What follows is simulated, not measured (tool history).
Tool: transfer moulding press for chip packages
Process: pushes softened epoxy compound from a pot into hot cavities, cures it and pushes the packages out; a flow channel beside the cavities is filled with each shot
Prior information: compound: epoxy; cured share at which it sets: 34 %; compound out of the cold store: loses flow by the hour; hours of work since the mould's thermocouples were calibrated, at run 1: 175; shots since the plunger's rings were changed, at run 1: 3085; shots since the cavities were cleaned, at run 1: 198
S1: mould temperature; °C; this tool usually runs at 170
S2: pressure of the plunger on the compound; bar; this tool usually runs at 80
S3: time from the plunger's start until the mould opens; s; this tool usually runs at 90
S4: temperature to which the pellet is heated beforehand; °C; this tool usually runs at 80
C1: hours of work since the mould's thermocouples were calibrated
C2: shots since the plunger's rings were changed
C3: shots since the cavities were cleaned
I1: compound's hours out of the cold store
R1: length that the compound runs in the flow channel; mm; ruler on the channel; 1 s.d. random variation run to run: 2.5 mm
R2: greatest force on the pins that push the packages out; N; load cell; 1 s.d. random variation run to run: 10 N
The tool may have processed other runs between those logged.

run 1 hour=0 | S1=170 S2=80 S3=90 S4=80 | C1=175 C2=3085 C3=198 | I1=23.8 | R1=522 R2=560
run 2 hour=47.6 | S1=170 S2=97.7 S3=90 S4=80 | C1=202 C2=3593 C3=706 | I1=27.5 | R1=563 R2=700
-- hour=57.8 cavities cleaned with cleaning compound and waxed
run 3 hour=99.9 | S1=170 S2=99.7 S3=90 S4=80 | C1=231 C2=4137 C3=451 | I1=25.6 | R1=569 R2=659
-- hour=136.4 cavities cleaned with cleaning compound and waxed
run 4 hour=152.6 | S1=170 S2=99.7 S3=90 S4=80 | C1=260 C2=4684 C3=174 | I1=31 | R1=550 R2=577
run 5 hour=196.2 | S1=170 S2=80 S3=83 S4=80 | C1=285 C2=5149 C3=639 | I1=38.7 | R1=473 R2=739
-- hour=211.7 cavities cleaned with cleaning compound and waxed
run 6 hour=260.3 | S1=170 S2=80 S3=83 S4=80 | C1=321 C2=5818 C3=520 | I1=21.3 | R1=506 R2=750
-- hour=289.3 plunger's sealing rings changed
-- hour=290.8 cavities cleaned with cleaning compound and waxed
run 7 hour=341.9 | S1=170 S2=80 S3=83 S4=80 | C1=365 C2=546 C3=546 | I1=34.7 | R1=513 R2=743
-- hour=368.3 cavities cleaned with cleaning compound and waxed
run 8 hour=439.2 | S1=172 S2=80 S3=90 S4=80 | C1=420 C2=1570 C3=758 | I1=14 | R1=554 R2=682
-- hour=450.1 cavities cleaned with cleaning compound and waxed
-- hour=469.5 mould's thermocouples calibrated
run 9 hour=501.4 | S1=170 S2=80 S3=90 S4=80 | C1=18 C2=2196 C3=526 | I1=10.8 | R1=563 R2=671
-- hour=526.2 cavities cleaned with cleaning compound and waxed
run 10 hour=578.9 | S1=170 S2=80 S3=90 S4=80 | C1=61 C2=3008 C3=562 | I1=14.9 | R1=545 R2=722
-- hour=605.9 cavities cleaned with cleaning compound and waxed
-- hour=652.1 mould's thermocouples calibrated, once more
run 11 hour=672.1 | S1=170 S2=80 S3=90 S4=80 | C1=11 C2=3967 C3=686 | I1=40.7 | R1=470 R2=704
-- hour=682.8 cavities cleaned with cleaning compound and waxed
run 12 hour=735.4 | S1=170 S2=80 S3=90 S4=80 | C1=47 C2=4627 C3=562 | I1=9.7 | R1=539 R2=687
-- hour=758.2 cavities cleaned with cleaning compound and waxed
run 13 hour=777.6 | S1=170 S2=80 S3=90 S4=84 | C1=70 C2=5062 C3=207 | I1=40.6 | R1=458 R2=546
run 14 hour=825.2 | S1=170 S2=69.4 S3=90 S4=85 | C1=97 C2=5571 C3=716 | I1=18.4 | R1=472 R2=712

What does the tool deliver on the next run?
-- hour=834.3 cavities cleaned with cleaning compound and waxed
-- hour=884.8 plunger's sealing rings changed
run 15 hour=892.3 | S1=166 S2=77.1 S3=85 S4=79 | C1=133 C2=80 C3=593 | I1=30.3 | R1=? R2=?

R1: 527 mm
R2: 875 N
Take away the tool's hidden state, keep the run-to-run variation as it was, and the same run would have given R1 530 mm, R2 606 N.

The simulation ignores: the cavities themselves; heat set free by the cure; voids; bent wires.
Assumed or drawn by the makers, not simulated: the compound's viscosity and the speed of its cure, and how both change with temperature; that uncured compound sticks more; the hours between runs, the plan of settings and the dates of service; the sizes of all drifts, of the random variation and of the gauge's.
